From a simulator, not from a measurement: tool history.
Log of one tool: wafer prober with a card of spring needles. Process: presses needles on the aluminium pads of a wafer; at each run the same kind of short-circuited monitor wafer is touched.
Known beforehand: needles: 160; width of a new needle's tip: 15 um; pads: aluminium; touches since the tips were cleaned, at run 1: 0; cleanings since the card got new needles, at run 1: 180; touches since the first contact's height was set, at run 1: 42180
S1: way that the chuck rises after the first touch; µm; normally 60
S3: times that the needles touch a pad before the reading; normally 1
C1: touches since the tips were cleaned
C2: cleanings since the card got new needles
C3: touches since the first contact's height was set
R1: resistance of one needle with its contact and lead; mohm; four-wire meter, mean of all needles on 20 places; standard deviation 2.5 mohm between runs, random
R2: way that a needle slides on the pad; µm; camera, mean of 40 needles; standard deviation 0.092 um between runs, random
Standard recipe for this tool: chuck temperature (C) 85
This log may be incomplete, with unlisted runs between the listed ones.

run 1 day=0.000 | S1=60 chuck_temperature_(C)=85 S3=1 | C1=0 C2=180 C3=42180 | R1=307 R2=11.83
-- day=0.150 tips cleaned on abrasive film
-- day=0.271 tips cleaned on abrasive film
-- day=0.421 tips cleaned on abrasive film
-- day=0.538 tips cleaned on abrasive film
-- day=0.658 tips cleaned on abrasive film
-- day=1.158 card fitted with new needles
-- day=1.304 tips cleaned on abrasive film
run 2 day=1.304 | S1=72 chuck_temperature_(C)=85 S3=1 | C1=0 C2=1 C3=1898 | R1=284 R2=14.66
-- day=1.454 tips cleaned on abrasive film
-- day=1.604 tips cleaned on abrasive film
-- day=1.725 tips cleaned on abrasive film
-- day=1.871 tips cleaned on abrasive film
-- day=1.992 tips cleaned on abrasive film
-- day=2.142 tips cleaned on abrasive film
run 3 day=2.188 | S1=72 chuck_temperature_(C)=85 S3=1 | C1=635 C2=7 C3=13577 | R1=299 R2=14.64
-- day=2.279 tips cleaned on abrasive film
-- day=2.429 tips cleaned on abrasive film
-- day=2.550 tips cleaned on abrasive film
-- day=2.700 tips cleaned on abrasive film
-- day=2.821 tips cleaned on abrasive film
run 4 day=2.833 | S1=60 chuck_temperature_(C)=85 S3=2 | C1=204 C2=12 C3=22065 | R1=295 R2=12.06
-- day=2.954 tips cleaned on abrasive film
-- day=3.104 tips cleaned on abrasive film
-- day=3.254 tips cleaned on abrasive film
-- day=3.375 tips cleaned on abrasive film
-- day=3.496 tips cleaned on abrasive film
-- day=3.617 tips cleaned on abrasive film
-- day=3.738 tips cleaned on abrasive film
-- day=3.888 tips cleaned on abrasive film
-- day=4.033 tips cleaned on abrasive film
-- day=4.183 tips cleaned on abrasive film
run 5 day=4.271 | S1=60 chuck_temperature_(C)=85 S3=2 | C1=1159 C2=22 C3=40975 | R1=319 R2=11.70
-- day=4.333 tips cleaned on abrasive film
-- day=4.454 tips cleaned on abrasive film
-- day=4.571 tips cleaned on abrasive film
-- day=4.721 tips cleaned on abrasive film
-- day=4.871 tips cleaned on abrasive film
-- day=4.992 tips cleaned on abrasive film
-- day=5.142 tips cleaned on abrasive film
-- day=5.262 tips cleaned on abrasive film
-- day=5.383 tips cleaned on abrasive film
run 6 day=5.417 | S1=60 chuck_temperature_(C)=85 S3=2 | C1=449 C2=31 C3=56018 | R1=306 R2=11.40
-- day=5.508 tips cleaned on abrasive film
-- day=5.654 tips cleaned on abrasive film
-- day=5.804 tips cleaned on abrasive film
-- day=5.925 tips cleaned on abrasive film
-- day=6.046 tips cleaned on abrasive film
-- day=6.167 tips cleaned on abrasive film
run 7 day=6.167 | S1=60 chuck_temperature_(C)=85 S3=2 | C1=24 C2=37 C3=65900 | R1=296 R2=11.31
-- day=6.288 tips cleaned on abrasive film
-- day=6.438 tips cleaned on abrasive film
-- day=6.450 height of the first contact set anew
-- day=6.600 tips cleaned on abrasive film
-- day=6.750 tips cleaned on abrasive film
-- day=6.900 tips cleaned on abrasive film
run 8 day=6.900 | S1=60 chuck_temperature_(C)=85 S3=3 | C1=14 C2=42 C3=5930 | R1=290 R2=10.69
-- day=7.021 tips cleaned on abrasive film
-- day=7.142 tips cleaned on abrasive film
-- day=7.288 tips cleaned on abrasive film
-- day=7.438 tips cleaned on abrasive film
-- day=7.558 tips cleaned on abrasive film
-- day=7.679 tips cleaned on abrasive film
-- day=7.800 tips cleaned on abrasive film
-- day=7.950 tips cleaned on abrasive film
run 9 day=8.021 | S1=60 chuck_temperature_(C)=85 S3=3 | C1=976 C2=50 C3=20706 | R1=313 R2=10.38
-- day=8.083 tips cleaned on abrasive film
-- day=8.204 tips cleaned on abrasive film
-- day=8.354 tips cleaned on abrasive film
-- day=8.504 tips cleaned on abrasive film
-- day=8.625 tips cleaned on abrasive film
run 10 day=8.675 | S1=60 chuck_temperature_(C)=85 S3=3 | C1=678 C2=55 C3=29274 | R1=309 R2=10.39
-- day=8.762 tips cleaned on abrasive film
-- day=8.883 tips cleaned on abrasive film
-- day=9.004 tips cleaned on abrasive film
-- day=9.125 tips cleaned on abrasive film
-- day=9.275 tips cleaned on abrasive film
-- day=9.396 tips cleaned on abrasive film
-- day=9.538 tips cleaned on abrasive film
run 11 day=9.538 | S1=60 chuck_temperature_(C)=85 S3=1 | C1=0 C2=62 C3=40628 | R1=301 R2=10.02
-- day=9.658 tips cleaned on abrasive film
-- day=9.779 tips cleaned on abrasive film
-- day=9.900 tips cleaned on abrasive film
-- day=10.050 tips cleaned on abrasive film
-- day=10.171 tips cleaned on abrasive film
-- day=10.300 height of the first contact set anew, once more
-- day=10.333 tips cleaned on abrasive film
-- day=10.450 tips cleaned on abrasive film
-- day=10.571 tips cleaned on abrasive film
-- day=10.721 tips cleaned on abrasive film
-- day=10.842 tips cleaned on abrasive film
-- day=10.962 tips cleaned on abrasive film
run 12 day=11.033 | S1=65 chuck_temperature_(C)=95 S3=1 | C1=955 C2=73 C3=9633 | R1=330 R2=13.26
-- day=11.096 tips cleaned on abrasive film
-- day=11.217 tips cleaned on abrasive film
-- day=11.338 tips cleaned on abrasive film
-- day=11.483 tips cleaned on abrasive film
-- day=11.633 tips cleaned on abrasive film
run 13 day=11.662 | S1=55 chuck_temperature_(C)=32 S3=1 | C1=368 C2=78 C3=17891 | R1=306 R2=11.13
-- day=11.783 tips cleaned on abrasive film
-- day=11.904 tips cleaned on abrasive film
-- day=12.054 tips cleaned on abrasive film
-- day=12.200 tips cleaned on abrasive film
-- day=12.350 tips cleaned on abrasive film
-- day=12.500 tips cleaned on abrasive film
-- day=12.650 tips cleaned on abrasive film
-- day=12.800 tips cleaned on abrasive film
-- day=12.921 tips cleaned on abrasive film
-- day=13.071 tips cleaned on abrasive film
run 14 day=13.129 | S1=55 chuck_temperature_(C)=32 S3=1 | C1=816 C2=88 C3=37246 | R1=335 R2=10.77
-- day=13.192 tips cleaned on abrasive film
-- day=13.312 tips cleaned on abrasive film
-- day=13.433 tips cleaned on abrasive film
-- day=13.554 tips cleaned on abrasive film
-- day=13.675 tips cleaned on abrasive film
-- day=13.821 tips cleaned on abrasive film
-- day=13.971 tips cleaned on abrasive film
-- day=14.092 tips cleaned on abrasive film
-- day=14.242 tips cleaned on abrasive film
run 15 day=14.329 | S1=55 chuck_temperature_(C)=32 S3=1 | C1=1199 C2=97 C3=53042 | R1=352 R2=10.54
-- day=14.362 tips cleaned on abrasive film
-- day=14.483 tips cleaned on abrasive film
-- day=14.604 tips cleaned on abrasive film
-- day=14.754 tips cleaned on abrasive film
-- day=14.904 tips cleaned on abrasive film
-- day=15.025 tips cleaned on abrasive film
run 16 day=15.033 | S1=55 chuck_temperature_(C)=32 S3=1 | C1=104 C2=103 C3=62231 | R1=289 R2=10.38
-- day=15.154 tips cleaned on abrasive film
-- day=15.271 tips cleaned on abrasive film
-- day=15.421 tips cleaned on abrasive film
-- day=15.542 tips cleaned on abrasive film
-- day=15.583 height of the first contact set anew
-- day=15.675 tips cleaned on abrasive film
-- day=15.796 tips cleaned on abrasive film
-- day=15.946 tips cleaned on abrasive film
-- day=16.096 tips cleaned on abrasive film
-- day=16.246 tips cleaned on abrasive film
-- day=16.392 tips cleaned on abrasive film
run 17 day=16.458 | S1=55 chuck_temperature_(C)=32 S3=1 | C1=878 C2=113 C3=11528 | R1=338 R2=10.93
-- day=16.521 tips cleaned on abrasive film
-- day=16.642 tips cleaned on abrasive film
-- day=16.792 tips cleaned on abrasive film
-- day=16.912 tips cleaned on abrasive film
-- day=17.029 tips cleaned on abrasive film
-- day=17.179 tips cleaned on abrasive film
-- day=17.329 tips cleaned on abrasive film
run 18 day=17.446 | S1=55 chuck_temperature_(C)=32 S3=1 | C1=1567 C2=120 C3=24531 | R1=372 R2=10.85

For run 19, what comes out?
-- day=17.479 tips cleaned on abrasive film
-- day=17.600 tips cleaned on abrasive film
-- day=17.750 tips cleaned on abrasive film
-- day=17.871 tips cleaned on abrasive film
-- day=17.988 tips cleaned on abrasive film
-- day=18.108 tips cleaned on abrasive film
-- day=18.229 tips cleaned on abrasive film
-- day=18.379 tips cleaned on abrasive film
-- day=18.529 tips cleaned on abrasive film
-- day=18.679 tips cleaned on abrasive film
-- day=18.800 tips cleaned on abrasive film
run 19 day=18.846 | S1=55 chuck_temperature_(C)=32 S3=1 | C1=644 C2=131 C3=42925 | R1=? R2=?

R1: 337 mohm
R2: 10.64 µm
If the tool had no hidden condition, the same run with the same run-to-run variation would have returned R1 273 mohm, R2 11.15 µm.
